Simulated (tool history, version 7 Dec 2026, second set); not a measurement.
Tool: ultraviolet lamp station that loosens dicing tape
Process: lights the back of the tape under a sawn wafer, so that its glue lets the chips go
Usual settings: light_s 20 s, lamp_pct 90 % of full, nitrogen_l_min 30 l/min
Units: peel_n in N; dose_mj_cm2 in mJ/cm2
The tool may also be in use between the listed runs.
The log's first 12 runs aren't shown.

run	hour	light_s	lamp_pct	nitrogen_l_min	hours of work of the lamp	hours of work since the window was cleaned	peel_n	dose_mj_cm2
13	137.9	20	93	30	228	456	0.502	458
14	144.1	20	93	30	230	458	0.476	451
15	150.3	20	93	30	233	461	0.509	455
16	164.2	30	66	30	239	467	0.435	481
17	174.7	30	66	30	243	471	0.449	478
18	189.6	40	70	41	250	478	0.265	677
19	195.7	40	95	41	253	480	0.228	929
20	208.7	40	95	24	258	486	0.228	931
21	218.7	22	76	37	262	490	0.555	407
22	228.0	15	72	9	266	494	2.321	265
23	241.0	15	72	9	272	500	2.317	266
24	253.5	16	90	30	277	505	0.839	349
25	265.6	16	64	30	283	511	1.491	250
26	279.8	24	87	41	289	517	0.358	508
27	290.8	33	87	13	294	521	0.341	704
28	301.9	23	61	46	298	526	0.730	347
29	313.7	23	61	46	303	531	0.714	342
30	321.3	21	90	44	307	535	0.425	458

5 ways to go on from here, each from the tool as it stands after run 30. What would each give?
A	329.1	20	90	30	310	538	?	?
B	329.1	20	90	31	310	538	?	?
C	329.1	15	68	26	310	538	?	?
D	329.1	11	85	44	310	538	?	?
E	329.1	17	67	20	310	538	?	?

run	peel_n	dose_mj_cm2
A	0.530	439
B	0.526	438
C	1.607	246
D	1.563	230
E	1.548	277
Without the tool's hidden state the same runs would have given:
run	peel_n	dose_mj_cm2
A	0.528	439
B	0.524	439
C	1.602	247
D	1.559	230
E	1.543	277
